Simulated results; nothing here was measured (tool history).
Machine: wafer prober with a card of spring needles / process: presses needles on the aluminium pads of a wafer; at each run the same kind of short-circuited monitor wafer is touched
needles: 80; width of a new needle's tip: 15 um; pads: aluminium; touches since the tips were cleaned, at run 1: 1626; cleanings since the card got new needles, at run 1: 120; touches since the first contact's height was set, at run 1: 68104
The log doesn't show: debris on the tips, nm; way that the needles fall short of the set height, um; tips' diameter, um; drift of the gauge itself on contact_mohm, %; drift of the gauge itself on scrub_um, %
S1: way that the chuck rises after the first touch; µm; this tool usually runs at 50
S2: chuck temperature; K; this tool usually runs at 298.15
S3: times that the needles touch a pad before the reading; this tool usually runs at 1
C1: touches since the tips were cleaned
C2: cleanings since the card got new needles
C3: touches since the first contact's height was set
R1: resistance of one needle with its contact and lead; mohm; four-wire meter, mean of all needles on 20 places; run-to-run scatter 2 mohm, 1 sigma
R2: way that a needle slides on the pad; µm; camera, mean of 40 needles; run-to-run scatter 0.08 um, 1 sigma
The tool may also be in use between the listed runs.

run,hour,S1,S2,S3,C1,C2,C3,R1,R2
1,0,50,298.15,1,1626,120,68104,266,13
# hour 9.7: tips cleaned on abrasive film
# hour 22.6: tips cleaned on abrasive film
2,30.2,50,298.15,1,2054,122,76264,278,12.9
# hour 36.7: tips cleaned on abrasive film
# hour 52.7: tips cleaned on abrasive film
# hour 68.5: tips cleaned on abrasive film
3,79,50,298.15,1,2845,125,89477,300,12.89
# hour 82.3: tips cleaned on abrasive film
# hour 95.2: tips cleaned on abrasive film
# hour 110.7: tips cleaned on abrasive film
# hour 126.5: tips cleaned on abrasive film
# hour 139.5: tips cleaned on abrasive film
4,146.2,50,298.15,1,1851,130,107673,278,12.72
# hour 152.6: tips cleaned on abrasive film
# hour 165.5: tips cleaned on abrasive film
# hour 178.5: tips cleaned on abrasive film
# hour 194.1: tips cleaned on abrasive film
5,201.3,50,298.15,1,1965,134,122571,283,12.68
# hour 207.9: tips cleaned on abrasive film
# hour 223.5: tips cleaned on abrasive film
# hour 239.6: tips cleaned on abrasive film
# hour 249.2: height of the first contact set anew
# hour 255.7: tips cleaned on abrasive film
6,257.8,50,298.15,1,573,138,2322,246,13
# hour 270.8: tips cleaned on abrasive film
# hour 283.7: tips cleaned on abrasive film
7,295.9,50,298.15,1,3302,140,12621,310,13.14
# hour 299.2: tips cleaned on abrasive film
# hour 315.2: tips cleaned on abrasive film
# hour 331.4: tips cleaned on abrasive film
# hour 347.6: tips cleaned on abrasive film
8,352.8,50,298.15,1,1425,144,28021,274,12.91
# hour 362.5: tips cleaned on abrasive film
# hour 378.7: tips cleaned on abrasive film
9,388.6,61,298.15,2,2696,146,37715,251,16.11
# hour 391.9: tips cleaned on abrasive film
# hour 407.3: tips cleaned on abrasive film
10,420,50,354.15,1,3465,148,46225,324,12.97
# hour 423.3: tips cleaned on abrasive film
# hour 439.5: tips cleaned on abrasive film
# hour 452.4: tips cleaned on abrasive film
11,464.7,50,354.15,1,3336,151,58308,303,13.06
# hour 468: tips cleaned on abrasive film
# hour 480.9: tips cleaned on abrasive film
# hour 493.9: tips cleaned on abrasive film
12,501.9,50,354.15,1,2195,154,68375,300,12.89
# hour 508.4: tips cleaned on abrasive film
# hour 524.5: tips cleaned on abrasive film
# hour 540.4: tips cleaned on abrasive film
13,544.5,50,309.15,1,1123,157,79897,276,12.91
# hour 554.2: tips cleaned on abrasive film
# hour 570.1: tips cleaned on abrasive film
# hour 586: tips cleaned on abrasive film
14,590.9,58,309.15,3,1343,160,92448,236,14.95
# hour 600.6: tips cleaned on abrasive film
# hour 613.6: tips cleaned on abrasive film
15,620.3,41,298.15,2,1847,162,100419,284,10.4
# hour 626.6: tips cleaned on abrasive film
# hour 639.6: tips cleaned on abrasive film
# hour 654.9: tips cleaned on abrasive film
16,666,38,298.15,2,3014,165,112779,317,9.46

Predict each of these 4 candidate next runs independently; none follows another, all start after run 16:
# hour 669.3: tips cleaned on abrasive film
# hour 682.3: tips cleaned on abrasive film
# hour 695.2: tips cleaned on abrasive film
# hour 711.3: tips cleaned on abrasive film
A,715,44,300.15,2,1021,169,126025,?,?
# hour 669.3: tips cleaned on abrasive film
# hour 682.3: tips cleaned on abrasive film
# hour 695.2: tips cleaned on abrasive film
# hour 711.3: tips cleaned on abrasive film
B,715,50,322.15,1,1021,169,126025,?,?
# hour 669.3: tips cleaned on abrasive film
# hour 682.3: tips cleaned on abrasive film
# hour 695.2: tips cleaned on abrasive film
# hour 711.3: tips cleaned on abrasive film
C,715,50,318.15,1,1021,169,126025,?,?
# hour 669.3: tips cleaned on abrasive film
# hour 682.3: tips cleaned on abrasive film
# hour 695.2: tips cleaned on abrasive film
# hour 711.3: tips cleaned on abrasive film
D,715,40,344.15,1,1021,169,126025,?,?

run,R1,R2
A,258,11.07
B,265,12.68
C,269,12.61
D,302,9.99
Without the tool's hidden state the same runs would have given:
run,R1,R2
A,226,11.57
B,226,13.17
C,230,13.1
D,243,10.48
